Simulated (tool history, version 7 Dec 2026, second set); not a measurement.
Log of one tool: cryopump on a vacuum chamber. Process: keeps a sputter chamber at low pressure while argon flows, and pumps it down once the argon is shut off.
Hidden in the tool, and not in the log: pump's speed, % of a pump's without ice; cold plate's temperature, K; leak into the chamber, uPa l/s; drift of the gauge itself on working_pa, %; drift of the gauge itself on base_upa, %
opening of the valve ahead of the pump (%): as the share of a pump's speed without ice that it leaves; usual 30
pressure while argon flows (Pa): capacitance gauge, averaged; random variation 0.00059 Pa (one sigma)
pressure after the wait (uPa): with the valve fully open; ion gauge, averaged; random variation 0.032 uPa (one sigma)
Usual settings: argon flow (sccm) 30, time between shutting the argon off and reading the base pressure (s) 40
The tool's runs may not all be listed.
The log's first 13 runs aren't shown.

run   hour  argon flow (sccm)  time between shutting the argon off and reading the base pressure (s)  opening of the valve ahead of the pump (%)  hours of work since the pump was warmed up and emptied  hours of work since the cold head was overhauled  hours of work since the chamber's fittings were tightened  pressure while argon flows (Pa)  pressure after the wait (uPa)
 14  214.8                 30                                                                     40                                          53                                                     276                                               276                                                         89                            0.049                           1.86
 15    236                 30                                                                     40                                          30                                                     290                                               290                                                        103                           0.0817                           1.86
 16  249.9                 30                                                                     40                                          55                                                     300                                               300                                                        113                           0.0471                           1.83
 17  265.4                 30                                                                    191                                          30                                                     310                                               310                                                        123                           0.0836                           0.65
 18  278.9                 30                                                                     51                                          55                                                     319                                               319                                                        132                           0.0478                           1.59
 19  298.5                 30                                                                     51                                          55                                                     333                                               333                                                        146                           0.0475                           1.55
 20  319.5                 30                                                                     51                                          55                                                     347                                               347                                                        160                           0.0477                           1.62
 21  336.8                 30                                                                     51                                          55                                                     359                                               359                                                        172                            0.048                           1.62
 22  356.5                 38                                                                     40                                          35                                                     372                                               372                                                        185                           0.0946                           1.98
 23  366.2                 38                                                                     40                                          35                                                     379                                               379                                                        192                           0.0933                           1.95
 24  382.2                 53                                                                    106                                          24                                                     389                                               389                                                        203                           0.1848                              1
 25  403.4                 30                                                                     40                                          38                                                     404                                               404                                                        217                           0.0693                           1.93
 26  420.1                 30                                                                    212                                          47                                                     415                                               415                                                        228                           0.0563                           0.76
 27  442.4                 30                                                                     34                                          16                                                     430                                               430                                                        244                            0.155                           2.38
 28  454.5                 30                                                                     34                                          16                                                     439                                               439                                                        252                           0.1539                           2.35
 29  477.3                 15                                                                     34                                          16                                                     454                                               454                                                        267                           0.0775                           2.41
 30  500.8                 30                                                                     75                                          37                                                     470                                               470                                                        283                           0.0717                           1.38
 31  512.7                 55                                                                     23                                          30                                                     478                                               478                                                        291                           0.1582                           3.19
 32  532.6                 56                                                                    300                                          25                                                     492                                               492                                                        305                           0.1918                           0.82
 33  552.5                 49                                                                     85                                          27                                                     505                                               505                                                        318                           0.1576                           1.38
 34  567.8                 44                                                                     40                                          22                                                     516                                               516                                                        329                           0.1702                           2.19

Forecast each of these 3 alternatives for the next run:
  A  578.5                 12                                                                     71                                          40                                                     523                                               523                                                        336                                ?                              ?
  B  578.5                 42                                                                     98                                          22                                                     523                                               523                                                        336                                ?                              ?
  C  578.5                 32                                                                     40                                          22                                                     523                                               523                                                        336                                ?                              ?

run  pressure while argon flows (Pa)  pressure after the wait (uPa)
  A                           0.0274                           1.51
  B                           0.1629                           1.29
  C                           0.1232                           2.22
Without the tool's hidden state the same runs would have given:
run  pressure while argon flows (Pa)  pressure after the wait (uPa)
  A                           0.0239                           0.98
  B                           0.1506                           0.76
  C                           0.1139                            1.7
